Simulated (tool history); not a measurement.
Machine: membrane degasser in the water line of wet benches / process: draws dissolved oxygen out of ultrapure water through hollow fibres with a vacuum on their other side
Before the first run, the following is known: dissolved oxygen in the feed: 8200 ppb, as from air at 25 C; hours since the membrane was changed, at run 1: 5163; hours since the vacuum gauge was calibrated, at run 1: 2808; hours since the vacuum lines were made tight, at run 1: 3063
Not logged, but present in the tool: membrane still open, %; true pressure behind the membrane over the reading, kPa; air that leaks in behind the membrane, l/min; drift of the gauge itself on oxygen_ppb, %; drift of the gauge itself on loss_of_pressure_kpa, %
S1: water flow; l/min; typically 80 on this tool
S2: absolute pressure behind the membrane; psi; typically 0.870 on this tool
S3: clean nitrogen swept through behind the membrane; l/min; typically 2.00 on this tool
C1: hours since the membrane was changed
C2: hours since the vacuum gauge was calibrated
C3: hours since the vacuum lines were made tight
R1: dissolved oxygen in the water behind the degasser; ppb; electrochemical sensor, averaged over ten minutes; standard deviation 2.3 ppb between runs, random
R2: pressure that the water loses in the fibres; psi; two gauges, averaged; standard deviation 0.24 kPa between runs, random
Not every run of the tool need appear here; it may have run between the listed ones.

| run | hour | S1 | S2 | S3 | C1 | C2 | C3 | R1 | R2 |
|---|---|---|---|---|---|---|---|---|---|
| 1 | 0.0 | 80 | 0.870 | 2.00 | 5163 | 2808 | 3063 | 239.0 | 9.554 |
| 2 | 128.7 | 80 | 0.870 | 2.00 | 5292 | 2936 | 3192 | 241.7 | 9.512 |
| 3 | 218.9 | 98 | 0.870 | 2.00 | 5382 | 3027 | 3282 | 287.4 | 11.728 |
| 4 | 280.4 | 80 | 0.870 | 5.62 | 5444 | 3088 | 3344 | 104.0 | 9.594 |
| 5 | 415.2 | 80 | 0.870 | 2.00 | 5579 | 3223 | 3478 | 249.8 | 9.494 |
| 6 | 524.4 | 80 | 0.870 | 2.00 | 5688 | 3332 | 3588 | 251.1 | 9.512 |
| 7 | 606.3 | 80 | 0.870 | 2.00 | 5770 | 3414 | 3670 | 238.5 | 9.568 |
| 8 | 677.3 | 107 | 0.870 | 2.00 | 5841 | 3485 | 3741 | 313.1 | 12.829 |
| 9 | 777.8 | 53 | 0.870 | 2.00 | 5941 | 3585 | 3841 | 173.6 | 6.341 |
| 10 | 855.4 | 53 | 0.870 | 2.00 | 6019 | 3663 | 3919 | 169.6 | 6.318 |
|  | 868.5 | vacuum gauge calibrated |
| 11 | 942.8 | 53 | 0.870 | 2.00 | 6106 | 74 | 4006 | 180.9 | 6.363 |
| 12 | 1062.9 | 80 | 0.870 | 2.00 | 6226 | 194 | 4126 | 252.3 | 9.649 |
| 13 | 1140.7 | 80 | 0.870 | 2.00 | 6303 | 272 | 4203 | 255.8 | 9.581 |
| 14 | 1267.3 | 80 | 0.870 | 2.00 | 6430 | 399 | 4330 | 253.8 | 9.587 |
|  | 1341.3 | vacuum gauge calibrated, once more |
| 15 | 1371.4 | 80 | 0.870 | 2.00 | 6534 | 30 | 4434 | 222.8 | 9.516 |
| 16 | 1441.8 | 80 | 0.870 | 2.00 | 6604 | 100 | 4504 | 230.4 | 9.610 |
| 17 | 1547.9 | 63 | 0.870 | 0.91 | 6710 | 207 | 4610 | 332.0 | 7.594 |
| 18 | 1683.9 | 101 | 0.870 | 3.06 | 6846 | 343 | 4746 | 202.8 | 12.076 |
| 19 | 1748.5 | 106 | 1.059 | 2.00 | 6911 | 407 | 4811 | 408.7 | 12.727 |
| 20 | 1873.5 | 92 | 1.758 | 2.00 | 7036 | 532 | 4936 | 752.4 | 11.069 |
| 21 | 2015.4 | 86 | 0.870 | 2.72 | 7178 | 674 | 5078 | 195.9 | 10.388 |
| 22 | 2109.7 | 82 | 1.247 | 4.67 | 7272 | 768 | 5172 | 216.6 | 9.864 |
| 23 | 2217.7 | 82 | 1.247 | 4.67 | 7380 | 876 | 5280 | 219.6 | 9.876 |
| 24 | 2280.6 | 82 | 1.247 | 4.67 | 7443 | 939 | 5343 | 223.2 | 9.893 |
| 25 | 2378.5 | 72 | 1.662 | 1.57 | 7541 | 1037 | 5441 | 693.6 | 8.717 |
| 26 | 2441.5 | 72 | 1.662 | 1.57 | 7604 | 1100 | 5504 | 697.6 | 8.717 |
| 27 | 2526.6 | 72 | 1.662 | 1.57 | 7689 | 1185 | 5589 | 703.9 | 8.692 |
| 28 | 2620.3 | 49 | 1.259 | 2.00 | 7783 | 1279 | 5683 | 288.2 | 5.928 |
| 29 | 2693.9 | 49 | 1.259 | 2.00 | 7856 | 1353 | 5756 | 289.9 | 5.941 |
| 30 | 2804.6 | 48 | 1.259 | 2.44 | 7967 | 1463 | 5867 | 237.4 | 5.803 |
| 31 | 2937.7 | 48 | 1.259 | 2.44 | 8100 | 1596 | 6000 | 239.2 | 5.817 |
| 32 | 3071.2 | 48 | 1.259 | 2.44 | 8234 | 1730 | 6134 | 242.6 | 5.781 |

Each row is a separate what-if for the run after 32, all from the same tool condition, not one after another. Results?
| A | 3129.4 | 80 | 0.775 | 2.00 | 8292 | 1788 | 6192 | ? | ? |
| B | 3129.4 | 48 | 1.476 | 1.73 | 8292 | 1788 | 6192 | ? | ? |
| C | 3129.4 | 48 | 1.259 | 1.37 | 8292 | 1788 | 6192 | ? | ? |
| D | 3129.4 | 126 | 1.591 | 2.31 | 8292 | 1788 | 6192 | ? | ? |

| run | R1 | R2 |
|---|---|---|
| A | 184.7 | 9.677 |
| B | 398.1 | 5.839 |
| C | 387.3 | 5.743 |
| D | 778.8 | 15.339 |
With no hidden state in the tool, these same runs would have given:
| run | R1 | R2 |
|---|---|---|
| A | 176.9 | 9.333 |
| B | 393.1 | 5.633 |
| C | 381.6 | 5.539 |
| D | 767.0 | 14.795 |

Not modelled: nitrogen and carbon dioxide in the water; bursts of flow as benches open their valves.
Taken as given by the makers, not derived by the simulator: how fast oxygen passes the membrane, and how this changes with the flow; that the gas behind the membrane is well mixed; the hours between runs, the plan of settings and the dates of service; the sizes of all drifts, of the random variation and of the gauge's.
